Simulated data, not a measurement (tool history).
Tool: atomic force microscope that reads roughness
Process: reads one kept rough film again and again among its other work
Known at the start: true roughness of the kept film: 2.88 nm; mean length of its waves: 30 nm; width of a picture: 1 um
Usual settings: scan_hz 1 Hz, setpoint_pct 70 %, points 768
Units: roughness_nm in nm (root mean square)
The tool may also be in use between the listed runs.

run	hour	scan_hz	setpoint_pct	points	roughness_nm
1	0	1	70	768	2.508
2	53.8	1	70	768	2.489
3	91.6	1	70	768	2.488
4	124.9	1	70	768	2.497
5	167.9	1	70	768	2.499
6	203.7	1	70	768	2.507
7	261.8	1.45	70	768	2.439
# hour 290.4: new tip fitted
8	291.7	1	70	768	2.504
9	342.9	1	70	768	2.512
10	379.4	1	59	768	2.579
11	430.3	1	59	768	2.558
12	483.9	1	59	768	2.557
13	543.2	1	59	768	2.563
14	603.1	1	59	768	2.568
# hour 626: new tip fitted
15	639.5	1	59	768	2.556
16	669.6	1	59	768	2.574
17	720.5	1	59	768	2.577
18	772.9	1	59	768	2.571
19	808	1	59	768	2.569
# hour 814.3: height scale calibrated on a step standard
20	864.5	0.59	70	503	2.567
21	906.4	0.92	90	501	2.329
# hour 962.8: new tip fitted
22	966.9	0.92	90	501	2.339
23	1006.8	0.92	90	501	2.324
24	1052	0.69	72	342	2.524
25	1104.8	1	79	511	2.42
26	1136.7	1	61	266	2.53
27	1189.9	1	61	266	2.537
28	1223.2	1.19	78	268	2.372
29	1255.4	2.48	70	583	2.329
30	1281.1	2.48	70	583	2.305
# hour 1300.5: new tip fitted
31	1314.2	1.46	70	547	2.442

Forecast each of these 5 alternatives for the next run:
A	1359.3	1.04	70	394	?
B	1359.3	1.92	70	271	?
C	1359.3	1.06	70	768	?
D	1359.3	1	58	768	?
E	1359.3	2.14	61	768	?

run	roughness_nm
A	2.498
B	2.343
C	2.487
D	2.56
E	2.479
Without the tool's hidden state the same runs would have given:
run	roughness_nm
A	2.499
B	2.344
C	2.488
D	2.561
E	2.48
